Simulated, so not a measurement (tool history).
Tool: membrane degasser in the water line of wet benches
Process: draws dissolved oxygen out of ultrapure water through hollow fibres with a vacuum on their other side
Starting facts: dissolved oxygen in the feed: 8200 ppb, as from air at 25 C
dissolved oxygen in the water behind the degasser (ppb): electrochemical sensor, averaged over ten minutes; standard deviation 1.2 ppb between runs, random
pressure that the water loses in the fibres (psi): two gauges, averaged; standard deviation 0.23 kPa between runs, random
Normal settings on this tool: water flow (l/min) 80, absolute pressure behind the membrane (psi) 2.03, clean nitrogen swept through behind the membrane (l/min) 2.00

run,hour,water flow (l/min),absolute pressure behind the membrane (psi),clean nitrogen swept through behind the membrane (l/min),dissolved oxygen in the water behind the degasser (ppb),pressure that the water loses in the fibres (psi)
1,0.0,80,2.03,2.00,806.7,8.549
2,78.2,80,2.03,0.95,1331.3,8.592
3,189.5,80,2.03,0.95,1332.6,8.534
4,307.4,80,2.03,2.68,644.9,8.598
5,401.4,80,2.03,2.68,645.5,8.560
# hour 410.0: vacuum gauge calibrated
6,570.8,80,2.03,2.68,650.8,8.612
7,694.8,80,1.73,4.91,322.7,8.579
8,848.3,80,1.73,4.91,322.8,8.540
9,930.3,127,2.03,1.18,1562.3,13.710
10,1101.6,80,1.71,5.96,269.9,8.624

Branching from run 10: 5 alternative next runs. What would each branch give?
A,1191.1,80,1.71,1.09,?,?
B,1191.1,78,2.03,2.00,?,?
C,1191.1,84,2.47,4.53,?,?
D,1191.1,126,1.96,1.12,?,?
E,1191.1,51,1.46,4.61,?,?

run,dissolved oxygen in the water behind the degasser (ppb),pressure that the water loses in the fibres (psi)
A,1013.4,8.650
B,801.5,8.428
C,555.2,9.071
D,1542.6,13.552
E,183.6,5.458
Without the tool's hidden state the same runs would have given:
run,dissolved oxygen in the water behind the degasser (ppb),pressure that the water loses in the fibres (psi)
A,991.2,8.475
B,784.1,8.257
C,543.4,8.885
D,1517.0,13.275
E,175.8,5.346
